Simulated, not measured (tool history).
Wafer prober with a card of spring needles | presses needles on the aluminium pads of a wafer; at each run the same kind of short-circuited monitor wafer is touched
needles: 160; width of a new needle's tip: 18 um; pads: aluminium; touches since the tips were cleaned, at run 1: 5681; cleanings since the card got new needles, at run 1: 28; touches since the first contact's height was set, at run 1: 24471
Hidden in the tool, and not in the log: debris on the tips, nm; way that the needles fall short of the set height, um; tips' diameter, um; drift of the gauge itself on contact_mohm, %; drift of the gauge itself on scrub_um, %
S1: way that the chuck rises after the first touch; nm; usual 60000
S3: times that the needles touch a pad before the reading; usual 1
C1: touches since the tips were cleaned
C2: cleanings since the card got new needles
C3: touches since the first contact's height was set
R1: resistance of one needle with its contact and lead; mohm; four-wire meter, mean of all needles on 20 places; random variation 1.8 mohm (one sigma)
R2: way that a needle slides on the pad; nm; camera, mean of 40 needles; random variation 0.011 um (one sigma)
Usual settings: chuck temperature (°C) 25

Run 1, hour 0.0: usual settings; C1 5681; C2 28; C3 24471. Result: R1 186 mohm, R2 14450 nm.
At hour 6.6: tips cleaned on abrasive film.
At hour 33.2: tips cleaned on abrasive film.
Run 2, hour 37.5: usual settings; C1 1245; C2 30; C3 35098. Result: R1 187 mohm, R2 14420 nm.
At hour 59.5: tips cleaned on abrasive film.
Run 3, hour 80.6: usual settings but chuck temperature (°C) 78; C1 5998; C2 31; C3 47305. Result: R1 199 mohm, R2 14410 nm.
At hour 83.7: tips cleaned on abrasive film.
At hour 108.8: tips cleaned on abrasive film.
Run 4, hour 108.8: usual settings; C1 0; C2 33; C3 55275. Result: R1 184 mohm, R2 14420 nm.
At hour 133.7: tips cleaned on abrasive film.
At hour 139.9: height of the first contact set anew.
Run 5, hour 153.5: usual settings; C1 5558; C2 34; C3 3878. Result: R1 188 mohm, R2 14420 nm.
At hour 159.4: tips cleaned on abrasive film.
Run 6, hour 182.1: usual settings but S3 2; C1 6472; C2 35; C3 11984. Result: R1 187 mohm, R2 14400 nm.
At hour 187.0: tips cleaned on abrasive film.
Run 7, hour 210.2: usual settings but S3 2; C1 6598; C2 36; C3 19963. Result: R1 186 mohm, R2 14430 nm.
At hour 213.6: tips cleaned on abrasive film.
At hour 239.6: tips cleaned on abrasive film.
At hour 264.4: tips cleaned on abrasive film.
Run 8, hour 271.2: usual settings but S3 2; C1 1932; C2 39; C3 37233. Result: R1 185 mohm, R2 14410 nm.
At hour 289.8: tips cleaned on abrasive film.
At hour 315.0: tips cleaned on abrasive film.
Run 9, hour 315.9: usual settings but chuck temperature (°C) 63, S3 2; C1 260; C2 41; C3 49876. Result: R1 193 mohm, R2 14430 nm.
At hour 342.7: tips cleaned on abrasive film.
Run 10, hour 355.7: usual settings; C1 3707; C2 42; C3 61187. Result: R1 186 mohm, R2 14430 nm.
At hour 368.9: tips cleaned on abrasive film.
At hour 369.2: height of the first contact set anew.
Run 11, hour 390.5: usual settings; C1 6085; C2 43; C3 6085. Result: R1 185 mohm, R2 14400 nm.
At hour 395.5: tips cleaned on abrasive film.
At hour 422.1: tips cleaned on abrasive film.
Run 12, hour 433.9: usual settings; C1 3360; C2 45; C3 18372. Result: R1 187 mohm, R2 14410 nm.
At hour 447.2: tips cleaned on abrasive film.
At hour 472.0: tips cleaned on abrasive film.
Run 13, hour 481.9: usual settings but S1 69000 nm, chuck temperature (°C) 79; C1 2806; C2 47; C3 31967. Result: R1 195 mohm, R2 16590 nm.
At hour 498.2: tips cleaned on abrasive film.
Run 14, hour 518.0: usual settings but S1 49000 nm, chuck temperature (°C) 37; C1 5635; C2 48; C3 42210. Result: R1 192 mohm, R2 11770 nm.
At hour 526.4: tips cleaned on abrasive film.
At hour 550.8: tips cleaned on abrasive film.
At hour 576.6: tips cleaned on abrasive film.
Run 15, hour 582.1: usual settings but S1 49000 nm, chuck temperature (°C) 37; C1 1572; C2 51; C3 60372. Result: R1 192 mohm, R2 11780 nm.
At hour 594.6: height of the first contact set anew.
At hour 604.5: tips cleaned on abrasive film.
At hour 631.4: tips cleaned on abrasive film.
Run 16, hour 647.2: usual settings but S1 49000 nm, chuck temperature (°C) 37; C1 4508; C2 53; C3 14919. Result: R1 188 mohm, R2 11790 nm.
At hour 656.9: tips cleaned on abrasive film.
At hour 686.2: tips cleaned on abrasive film.
Run 17, hour 689.3: usual settings but S1 49000 nm, chuck temperature (°C) 37; C1 873; C2 55; C3 26824. Result: R1 189 mohm, R2 11790 nm.
At hour 714.5: tips cleaned on abrasive film.
Run 18, hour 715.7: usual settings but S1 41000 nm, chuck temperature (°C) 62; C1 321; C2 56; C3 34303. Result: R1 199 mohm, R2 9850 nm.
At hour 738.8: tips cleaned on abrasive film.
At hour 766.2: tips cleaned on abrasive film.
Run 19, hour 768.0: usual settings but S1 68000 nm, chuck temperature (°C) 89, S3 2; C1 530; C2 58; C3 49147. Result: R1 200 mohm, R2 16340 nm.
At hour 792.6: tips cleaned on abrasive film.
Run 20, hour 809.1: usual settings but S1 70000 nm, chuck temperature (°C) 104, S3 2; C1 4690; C2 59; C3 60793. Result: R1 199 mohm, R2 16810 nm.
At hour 819.7: tips cleaned on abrasive film.
At hour 820.0: height of the first contact set anew.
At hour 846.7: tips cleaned on abrasive film.
Run 21, hour 847.0: usual settings but S1 68000 nm, chuck temperature (°C) 78; C1 66; C2 61; C3 7653. Result: R1 196 mohm, R2 16350 nm.
At hour 873.6: tips cleaned on abrasive film.
At hour 898.3: tips cleaned on abrasive film.
Run 22, hour 909.3: usual settings but S1 68000 nm, chuck temperature (°C) 78; C1 3134; C2 63; C3 25338. Result: R1 195 mohm, R2 16330 nm.
At hour 927.9: tips cleaned on abrasive film.
Run 23, hour 937.8: usual settings but S1 68000 nm, chuck temperature (°C) 73, S3 2; C1 2838; C2 64; C3 33424. Result: R1 199 mohm, R2 16340 nm.

4 ways to go on from here, each from the tool as it stands after run 23. What would each give?
At hour 955.0: tips cleaned on abrasive film.
At hour 979.9: tips cleaned on abrasive film.
Run A, hour 990.3: usual settings but S1 55000 nm, chuck temperature (°C) 26, S3 3; C1 2961; C2 66; C3 48307. Result: R1 ?, R2 ?.
At hour 955.0: tips cleaned on abrasive film.
At hour 979.9: tips cleaned on abrasive film.
Run B, hour 990.3: usual settings but S1 63000 nm; C1 2961; C2 66; C3 48307. Result: R1 ?, R2 ?.
At hour 955.0: tips cleaned on abrasive film.
At hour 979.9: tips cleaned on abrasive film.
Run C, hour 990.3: usual settings but S1 42000 nm; C1 2961; C2 66; C3 48307. Result: R1 ?, R2 ?.
At hour 955.0: tips cleaned on abrasive film.
At hour 979.9: tips cleaned on abrasive film.
Run D, hour 990.3: usual settings but S1 68000 nm, chuck temperature (°C) 37, S3 2; C1 2961; C2 66; C3 48307. Result: R1 ?, R2 ?.

run   R1     R2
  A  189  13210
  B  187  15160
  C  192  10100
  D  185  16350
Without the tool's hidden state the same runs would have given:
run   R1     R2
  A  189  13210
  B  186  15160
  C  191  10100
  D  185  16350
